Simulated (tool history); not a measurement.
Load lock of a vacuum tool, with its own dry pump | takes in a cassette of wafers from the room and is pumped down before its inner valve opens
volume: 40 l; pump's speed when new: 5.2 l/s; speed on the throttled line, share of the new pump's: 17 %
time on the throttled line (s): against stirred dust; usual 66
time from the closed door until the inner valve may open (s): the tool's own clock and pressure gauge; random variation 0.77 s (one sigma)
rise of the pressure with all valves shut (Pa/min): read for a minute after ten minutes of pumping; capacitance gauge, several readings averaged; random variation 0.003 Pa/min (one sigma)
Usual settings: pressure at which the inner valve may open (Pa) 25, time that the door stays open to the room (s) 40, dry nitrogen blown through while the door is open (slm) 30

run	hour	time on the throttled line (s)	pressure at which the inner valve may open (Pa)	time that the door stays open to the room (s)	dry nitrogen blown through while the door is open (slm)	incoming humidity of the room's air, %	time from the closed door until the inner valve may open (s)	rise of the pressure with all valves shut (Pa/min)
1	0	66	25	40	30	46.1	121.5	0.273
2	71.3	66	25	40	5	45.2	119.6	0.301
3	142.7	66	25	40	5	43.9	121.3	0.303
4	240.7	66	25	40	5	43.4	120.8	0.312
5	316.5	66	25	40	40	44	120	0.29
6	406.5	66	25	40	40	44.6	120.3	0.295
7	464.6	66	25	40	30	45.7	119.9	0.308
8	546	66	25	40	30	41.1	120.7	0.3
9	626.2	66	25	40	30	41.6	121.8	0.307
10	682.4	66	25	40	30	45.5	121.4	0.326
11	731.4	66	25	202	30	45	119.3	0.346
12	818.6	66	25	202	30	47.5	120.7	0.363
13	887	66	25	131	30	45.9	121	0.354
14	969.5	66	25	131	30	44.3	120.5	0.366
15	1028.4	66	25	131	30	43.8	121.5	0.359
16	1125.3	66	25	131	30	46.4	121.3	0.373
17	1213.5	66	25	131	30	41.6	120.8	0.369
18	1275.5	66	25	67	30	42.5	121.7	0.363
19	1371.4	34	25	40	6	45.7	94.5	0.392
20	1439.8	66	25	40	23	47.2	121.3	0.382
21	1534.2	66	24	40	23	44.6	122.5	0.394
22	1609.9	47	40	48	40	44.3	102.7	0.392
23	1698.6	47	40	48	40	40	101.5	0.383
24	1761.9	47	40	48	40	46.1	101.4	0.399
25	1858.3	47	40	48	31	45.2	100.8	0.409
26	1966.4	47	22	48	15	45.9	106.6	0.436
27	2081.7	46	22	48	15	46.7	105.6	0.445
28	2173.3	46	22	48	15	44.3	105.9	0.45
29	2277.3	50	24	40	23	50.6	108.3	0.456
30	2331.8	50	33	50	23	43.6	105.9	0.455
31	2401.9	66	20	109	30	43.2	123.1	0.468
32	2500.8	111	25	77	5	45.4	159	0.503
33	2592	111	25	40	7	43.7	157.5	0.484
34	2654.3	111	25	40	7	45.9	157.8	0.498
35	2764	111	25	40	19	44.6	159.5	0.481
36	2826.7	38	32	53	8	42	97.4	0.507

Measured less the same run without the tool's hidden state. The same run-to-run variation is in both; the gauge's scatter may not be:
The hidden state here: pump's speed, % of a new pump's; leak at the door's seal, Pa l/s; drift of the gauge itself on ready_s, %; drift of the gauge itself on rise_pa_min, %.
run	time from the closed door until the inner valve may open (s)	rise of the pressure with all valves shut (Pa/min)
1	+1.5	+0.226
2	+1.4	+0.232
3	+1.5	+0.237
4	+1.5	+0.242
5	+1.5	+0.253
6	+1.6	+0.255
7	+1.6	+0.263
8	+1.7	+0.266
9	+1.7	+0.265
10	+1.8	+0.28
11	+1.8	+0.277
12	+1.8	+0.286
13	+1.8	+0.288
14	+1.9	+0.301
15	+1.9	+0.299
16	+2	+0.308
17	+2	+0.316
18	+2.1	+0.317
19	+2.2	+0.322
20	+2.1	+0.333
21	+2.1	+0.343
22	+2.2	+0.346
23	+2.2	+0.35
24	+2.3	+0.359
25	+2.2	+0.363
26	+2.5	+0.375
27	+2.6	+0.384
28	+2.6	+0.391
29	+2.6	+0.402
30	+2.5	+0.403
31	+2.6	+0.412
32	+2.2	+0.421
33	+2.3	+0.419
34	+2.3	+0.433
35	+2.3	+0.434
36	+2.8	+0.446
